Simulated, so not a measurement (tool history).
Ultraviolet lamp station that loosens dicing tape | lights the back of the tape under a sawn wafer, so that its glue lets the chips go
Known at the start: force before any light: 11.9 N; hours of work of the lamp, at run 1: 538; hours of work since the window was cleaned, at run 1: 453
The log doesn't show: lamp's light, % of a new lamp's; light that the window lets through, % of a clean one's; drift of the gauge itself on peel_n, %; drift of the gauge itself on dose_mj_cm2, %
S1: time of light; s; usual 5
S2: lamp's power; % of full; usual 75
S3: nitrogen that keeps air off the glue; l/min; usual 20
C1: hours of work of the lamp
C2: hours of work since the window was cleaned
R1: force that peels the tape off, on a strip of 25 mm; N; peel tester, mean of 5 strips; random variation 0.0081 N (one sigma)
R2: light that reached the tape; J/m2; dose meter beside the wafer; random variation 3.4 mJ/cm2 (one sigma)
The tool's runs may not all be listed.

| run | day | S1 | S2 | S3 | C1 | C2 | R1 | R2 |
|---|---|---|---|---|---|---|---|---|
| 1 | 0 | 5 | 75 | 20 | 538 | 453 | 0.722 | 3950 |
| 2 | 2.7 | 5 | 75 | 20 | 568 | 483 | 0.757 | 3930 |
| 3 | 6.788 | 5 | 75 | 20 | 613 | 528 | 0.817 | 3810 |
| 4 | 9.038 | 5 | 75 | 20 | 638 | 553 | 0.875 | 3760 |
| 5 | 11.108 | 5 | 64 | 20 | 661 | 576 | 1.255 | 3100 |
| 6 | 13.65 | 5 | 64 | 20 | 689 | 604 | 1.278 | 3110 |
| 7 | 15.492 | 5 | 64 | 20 | 710 | 625 | 1.31 | 3020 |
| 8 | 18.15 | 5 | 67 | 9 | 739 | 654 | 2.209 | 3180 |
|  | 19.917 | window cleaned of glue's vapour |
| 9 | 20.104 | 3 | 70 | 9 | 760 | 2 | 3.72 | 2060 |
| 10 | 23.646 | 3 | 86 | 10 | 800 | 41 | 2.953 | 2450 |
| 11 | 26.071 | 5 | 82 | 7 | 827 | 68 | 1.791 | 3900 |

Forecast each of these 4 alternatives for the next run:
| A | 27.738 | 5 | 75 | 22 | 845 | 87 | ? | ? |
| B | 27.738 | 2 | 87 | 26 | 845 | 87 | ? | ? |
| C | 27.738 | 5 | 73 | 10 | 845 | 87 | ? | ? |
| D | 27.738 | 7 | 75 | 20 | 845 | 87 | ? | ? |

| run | R1 | R2 |
|---|---|---|
| A | 0.939 | 3500 |
| B | 3.261 | 1610 |
| C | 1.732 | 3420 |
| D | 0.432 | 4850 |
Without the tool's hidden state the same runs would have given:
| run | R1 | R2 |
|---|---|---|
| A | 0.302 | 5460 |
| B | 1.625 | 2510 |
| C | 0.64 | 5320 |
| D | 0.16 | 7610 |
